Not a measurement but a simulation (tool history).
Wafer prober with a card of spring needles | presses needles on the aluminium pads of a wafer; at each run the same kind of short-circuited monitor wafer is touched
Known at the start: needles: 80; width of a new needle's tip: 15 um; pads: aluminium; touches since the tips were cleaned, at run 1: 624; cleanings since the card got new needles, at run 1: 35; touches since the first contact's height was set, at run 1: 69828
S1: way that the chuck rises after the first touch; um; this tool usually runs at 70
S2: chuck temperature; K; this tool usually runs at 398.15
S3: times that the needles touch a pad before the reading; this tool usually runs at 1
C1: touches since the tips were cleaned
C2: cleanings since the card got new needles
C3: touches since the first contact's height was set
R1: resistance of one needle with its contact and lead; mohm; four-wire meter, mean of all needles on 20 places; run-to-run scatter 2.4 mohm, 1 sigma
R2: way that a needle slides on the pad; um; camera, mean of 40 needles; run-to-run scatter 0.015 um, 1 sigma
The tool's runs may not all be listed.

run 1 hour=0.0 | S1=70 S2=398.15 S3=1 | C1=624 C2=35 C3=69828 | R1=286 R2=9.46
-- hour=13.2 tips cleaned on abrasive film
run 2 hour=20.6 | S1=70 S2=343.15 S3=1 | C1=4684 C2=36 C3=82888 | R1=306 R2=9.51
-- hour=27.3 tips cleaned on abrasive film
run 3 hour=33.4 | S1=70 S2=398.15 S3=2 | C1=3852 C2=37 C3=90975 | R1=300 R2=9.48
-- hour=40.6 tips cleaned on abrasive film
-- hour=40.9 height of the first contact set anew
run 4 hour=49.9 | S1=70 S2=398.15 S3=2 | C1=5716 C2=38 C3=5716 | R1=303 R2=9.57
-- hour=54.8 tips cleaned on abrasive film
-- hour=68.6 tips cleaned on abrasive film
run 5 hour=69.2 | S1=70 S2=398.15 S3=2 | C1=371 C2=40 C3=17886 | R1=289 R2=9.55
-- hour=82.0 tips cleaned on abrasive film
run 6 hour=91.8 | S1=70 S2=398.15 S3=1 | C1=6291 C2=41 C3=32281 | R1=316 R2=9.53
-- hour=95.6 tips cleaned on abrasive film
run 7 hour=106.5 | S1=66 S2=398.15 S3=1 | C1=7009 C2=42 C3=41589 | R1=318 R2=8.98
-- hour=110.1 tips cleaned on abrasive film
-- hour=125.1 tips cleaned on abrasive film
run 8 hour=125.5 | S1=66 S2=398.15 S3=1 | C1=256 C2=44 C3=53531 | R1=292 R2=8.98
-- hour=139.1 tips cleaned on abrasive film
run 9 hour=147.8 | S1=66 S2=398.15 S3=1 | C1=5546 C2=45 C3=67693 | R1=324 R2=8.96
-- hour=153.3 tips cleaned on abrasive film
run 10 hour=163.5 | S1=70 S2=330.15 S3=1 | C1=6484 C2=46 C3=77638 | R1=308 R2=9.49
-- hour=167.8 tips cleaned on abrasive film
-- hour=181.1 tips cleaned on abrasive film
run 11 hour=181.1 | S1=70 S2=398.15 S3=1 | C1=0 C2=48 C3=88738 | R1=280 R2=9.45
-- hour=191.8 height of the first contact set anew
-- hour=195.4 tips cleaned on abrasive film
run 12 hour=200.2 | S1=70 S2=360.15 S3=1 | C1=3006 C2=49 C3=5281 | R1=307 R2=9.55
-- hour=210.3 tips cleaned on abrasive film
run 13 hour=216.3 | S1=70 S2=360.15 S3=1 | C1=3850 C2=50 C3=15527 | R1=310 R2=9.54
-- hour=224.8 tips cleaned on abrasive film
run 14 hour=231.4 | S1=70 S2=360.15 S3=1 | C1=4171 C2=51 C3=25073 | R1=311 R2=9.54
-- hour=238.8 tips cleaned on abrasive film
run 15 hour=250.6 | S1=64 S2=396.15 S3=2 | C1=7531 C2=52 C3=37272 | R1=307 R2=8.70
-- hour=252.6 tips cleaned on abrasive film
run 16 hour=260.0 | S1=64 S2=396.15 S3=2 | C1=4693 C2=53 C3=43175 | R1=311 R2=8.69
-- hour=267.3 tips cleaned on abrasive film
run 17 hour=274.4 | S1=64 S2=396.15 S3=2 | C1=4512 C2=54 C3=52323 | R1=308 R2=8.66
-- hour=282.1 tips cleaned on abrasive film
run 18 hour=291.7 | S1=77 S2=300.15 S3=1 | C1=6127 C2=55 C3=63285 | R1=291 R2=10.44
-- hour=295.9 tips cleaned on abrasive film
run 19 hour=302.4 | S1=70 S2=340.15 S3=2 | C1=4119 C2=56 C3=70022 | R1=288 R2=9.49
-- hour=310.1 tips cleaned on abrasive film
run 20 hour=314.6 | S1=70 S2=340.15 S3=2 | C1=2873 C2=57 C3=77727 | R1=288 R2=9.49
-- hour=323.8 tips cleaned on abrasive film
run 21 hour=332.9 | S1=70 S2=388.15 S3=3 | C1=5835 C2=58 C3=89363 | R1=290 R2=9.45
-- hour=337.6 tips cleaned on abrasive film
-- hour=343.2 height of the first contact set anew
run 22 hour=349.3 | S1=70 S2=388.15 S3=3 | C1=7214 C2=59 C3=3835 | R1=289 R2=9.54
-- hour=353.0 tips cleaned on abrasive film
run 23 hour=363.3 | S1=63 S2=314.15 S3=3 | C1=6617 C2=60 C3=12752 | R1=277 R2=8.61
-- hour=366.5 tips cleaned on abrasive film
run 24 hour=374.4 | S1=63 S2=314.15 S3=3 | C1=5016 C2=61 C3=19711 | R1=277 R2=8.59
-- hour=380.3 tips cleaned on abrasive film
-- hour=394.5 tips cleaned on abrasive film
run 25 hour=394.5 | S1=88 S2=328.15 S3=3 | C1=0 C2=63 C3=32410 | R1=260 R2=12.00
-- hour=408.8 tips cleaned on abrasive film
run 26 hour=417.1 | S1=60 S2=305.15 S3=3 | C1=5253 C2=64 C3=46766 | R1=279 R2=8.17
-- hour=422.8 tips cleaned on abrasive film
run 27 hour=433.4 | S1=60 S2=305.15 S3=3 | C1=6767 C2=65 C3=57102 | R1=276 R2=8.12
-- hour=437.2 tips cleaned on abrasive film
run 28 hour=445.1 | S1=60 S2=305.15 S3=3 | C1=5021 C2=66 C3=64482 | R1=276 R2=8.13

Entry by entry between the runs, the difference in hidden state between the last listed run before and the first listed run after:
Logged between run 1 and run 2: tips cleaned on abrasive film (hour 13.2)
  debris on the tips, nm: 57.4 -> 155.9; way that the needles fall short of the set height, um: 0.47 -> 0.55; tips' diameter, um: 15.8 -> 15.83
  measured minus no-state result, R1: +13 -> +40 mohm; R2: -0.07 -> -0.07 um
Logged between run 2 and run 3: tips cleaned on abrasive film (hour 27.3)
  debris on the tips, nm: 155.9 -> 151.1; way that the needles fall short of the set height, um: 0.55 -> 0.62; tips' diameter, um: 15.83 -> 15.85
  measured minus no-state result, R1: +40 -> +21 mohm; R2: -0.07 -> -0.08 um
Logged between run 3 and run 4: tips cleaned on abrasive film (hour 40.6); height of the first contact set anew (hour 40.9)
  debris on the tips, nm: 151.1 -> 163.4; way that the needles fall short of the set height, um: 0.62 -> 0; tips' diameter, um: 15.85 -> 15.88
  measured minus no-state result, R1: +21 -> +23 mohm; R2: -0.08 -> +0.00 um
Logged between run 4 and run 5: tips cleaned on abrasive film (hour 54.8); tips cleaned on abrasive film (hour 68.6)
  debris on the tips, nm: 163.4 -> 38.6; way that the needles fall short of the set height, um: 0 -> 0.13; tips' diameter, um: 15.88 -> 15.93
  measured minus no-state result, R1: +23 -> +6 mohm; R2: +0.00 -> -0.01 um
Logged between run 5 and run 6: tips cleaned on abrasive film (hour 82.0)
  debris on the tips, nm: 38.6 -> 167.3; way that the needles fall short of the set height, um: 0.13 -> 0.2; tips' diameter, um: 15.93 -> 15.95
  measured minus no-state result, R1: +6 -> +39 mohm; R2: -0.01 -> -0.03 um
Logged between run 6 and run 7: tips cleaned on abrasive film (hour 95.6)
  debris on the tips, nm: 167.3 -> 170.2; way that the needles fall short of the set height, um: 0.2 -> 0.27; tips' diameter, um: 15.95 -> 15.97
  measured minus no-state result, R1: +39 -> +43 mohm; R2: -0.03 -> -0.03 um
Logged between run 7 and run 8: tips cleaned on abrasive film (hour 110.1); tips cleaned on abrasive film (hour 125.1)
  debris on the tips, nm: 170.2 -> 28.1; way that the needles fall short of the set height, um: 0.27 -> 0.38; tips' diameter, um: 15.97 -> 16.01
  measured minus no-state result, R1: +43 -> +8 mohm; R2: -0.03 -> -0.05 um
Logged between run 8 and run 9: tips cleaned on abrasive film (hour 139.1)
  debris on the tips, nm: 28.1 -> 162.6; way that the needles fall short of the set height, um: 0.38 -> 0.46; tips' diameter, um: 16.01 -> 16.04
  measured minus no-state result, R1: +8 -> +43 mohm; R2: -0.05 -> -0.06 um
Logged between run 9 and run 10: tips cleaned on abrasive film (hour 153.3)
  debris on the tips, nm: 162.6 -> 167.4; way that the needles fall short of the set height, um: 0.46 -> 0.52; tips' diameter, um: 16.04 -> 16.06
  measured minus no-state result, R1: +43 -> +45 mohm; R2: -0.06 -> -0.07 um
Logged between run 10 and run 11: tips cleaned on abrasive film (hour 167.8); tips cleaned on abrasive film (hour 181.1)
  debris on the tips, nm: 167.4 -> 13.5; way that the needles fall short of the set height, um: 0.52 -> 0.65; tips' diameter, um: 16.06 -> 16.11
  measured minus no-state result, R1: +45 -> +4 mohm; R2: -0.07 -> -0.09 um
Logged between run 11 and run 12: height of the first contact set anew (hour 191.8); tips cleaned on abrasive film (hour 195.4)
  debris on the tips, nm: 13.5 -> 143.7; way that the needles fall short of the set height, um: 0.65 -> 0.05; tips' diameter, um: 16.11 -> 16.12
  measured minus no-state result, R1: +4 -> +37 mohm; R2: -0.09 -> -0.01 um
Logged between run 12 and run 13: tips cleaned on abrasive film (hour 210.3)
  debris on the tips, nm: 143.7 -> 154; way that the needles fall short of the set height, um: 0.05 -> 0.1; tips' diameter, um: 16.12 -> 16.14
  measured minus no-state result, R1: +37 -> +39 mohm; R2: -0.01 -> -0.02 um
Logged between run 13 and run 14: tips cleaned on abrasive film (hour 224.8)
  debris on the tips, nm: 154 -> 156.7; way that the needles fall short of the set height, um: 0.1 -> 0.19; tips' diameter, um: 16.14 -> 16.17
  measured minus no-state result, R1: +39 -> +41 mohm; R2: -0.02 -> -0.02 um
Logged between run 14 and run 15: tips cleaned on abrasive film (hour 238.8)
  debris on the tips, nm: 156.7 -> 168.9; way that the needles fall short of the set height, um: 0.19 -> 0.26; tips' diameter, um: 16.17 -> 16.2
  measured minus no-state result, R1: +41 -> +29 mohm; R2: -0.02 -> -0.04 um
Logged between run 15 and run 16: tips cleaned on abrasive film (hour 252.6)
  debris on the tips, nm: 168.9 -> 162.3; way that the needles fall short of the set height, um: 0.26 -> 0.33; tips' diameter, um: 16.2 -> 16.22
  measured minus no-state result, R1: +29 -> +28 mohm; R2: -0.04 -> -0.05 um
Logged between run 16 and run 17: tips cleaned on abrasive film (hour 267.3)
  debris on the tips, nm: 162.3 -> 155.4; way that the needles fall short of the set height, um: 0.33 -> 0.4; tips' diameter, um: 16.22 -> 16.25
  measured minus no-state result, R1: +28 -> +26 mohm; R2: -0.05 -> -0.05 um
Logged between run 17 and run 18: tips cleaned on abrasive film (hour 282.1)
  debris on the tips, nm: 155.4 -> 167.2; way that the needles fall short of the set height, um: 0.4 -> 0.46; tips' diameter, um: 16.25 -> 16.27
  measured minus no-state result, R1: +26 -> +40 mohm; R2: -0.05 -> -0.06 um
Logged between run 18 and run 19: tips cleaned on abrasive film (hour 295.9)
  debris on the tips, nm: 167.2 -> 152.9; way that the needles fall short of the set height, um: 0.46 -> 0.51; tips' diameter, um: 16.27 -> 16.29
  measured minus no-state result, R1: +40 -> +24 mohm; R2: -0.06 -> -0.07 um
Logged between run 19 and run 20: tips cleaned on abrasive film (hour 310.1)
  debris on the tips, nm: 152.9 -> 146.4; way that the needles fall short of the set height, um: 0.51 -> 0.57; tips' diameter, um: 16.29 -> 16.31
  measured minus no-state result, R1: +24 -> +24 mohm; R2: -0.07 -> -0.08 um
Logged between run 20 and run 21: tips cleaned on abrasive film (hour 323.8)
  debris on the tips, nm: 146.4 -> 167.3; way that the needles fall short of the set height, um: 0.57 -> 0.63; tips' diameter, um: 16.31 -> 16.33
  measured minus no-state result, R1: +24 -> +16 mohm; R2: -0.08 -> -0.09 um
Logged between run 21 and run 22: tips cleaned on abrasive film (hour 337.6); height of the first contact set anew (hour 343.2)
  debris on the tips, nm: 167.3 -> 169.6; way that the needles fall short of the set height, um: 0.63 -> 0; tips' diameter, um: 16.33 -> 16.34
  measured minus no-state result, R1: +16 -> +15 mohm; R2: -0.09 -> +0.00 um
Logged between run 22 and run 23: tips cleaned on abrasive film (hour 353.0)
  debris on the tips, nm: 169.6 -> 166.7; way that the needles fall short of the set height, um: 0 -> 0.06; tips' diameter, um: 16.34 -> 16.36
  measured minus no-state result, R1: +15 -> +20 mohm; R2: +0.00 -> +0.00 um
Logged between run 23 and run 24: tips cleaned on abrasive film (hour 366.5)
  debris on the tips, nm: 166.7 -> 156.6; way that the needles fall short of the set height, um: 0.06 -> 0.12; tips' diameter, um: 16.36 -> 16.39
  measured minus no-state result, R1: +20 -> +20 mohm; R2: +0.00 -> -0.02 um
Logged between run 24 and run 25: tips cleaned on abrasive film (hour 380.3); tips cleaned on abrasive film (hour 394.5)
  debris on the tips, nm: 156.6 -> 11.7; way that the needles fall short of the set height, um: 0.12 -> 0.23; tips' diameter, um: 16.39 -> 16.42
  measured minus no-state result, R1: +20 -> +2 mohm; R2: -0.02 -> -0.03 um
Logged between run 25 and run 26: tips cleaned on abrasive film (hour 408.8)
  debris on the tips, nm: 11.7 -> 161.7; way that the needles fall short of the set height, um: 0.23 -> 0.29; tips' diameter, um: 16.42 -> 16.44
  measured minus no-state result, R1: +2 -> +22 mohm; R2: -0.03 -> -0.04 um
Logged between run 26 and run 27: tips cleaned on abrasive film (hour 422.8)
  debris on the tips, nm: 161.7 -> 168.8; way that the needles fall short of the set height, um: 0.29 -> 0.37; tips' diameter, um: 16.44 -> 16.47
  measured minus no-state result, R1: +22 -> +23 mohm; R2: -0.04 -> -0.05 um
Logged between run 27 and run 28: tips cleaned on abrasive film (hour 437.2)
  debris on the tips, nm: 168.8 -> 165.1; way that the needles fall short of the set height, um: 0.37 -> 0.43; tips' diameter, um: 16.47 -> 16.49
  measured minus no-state result, R1: +23 -> +23 mohm; R2: -0.05 -> -0.06 um
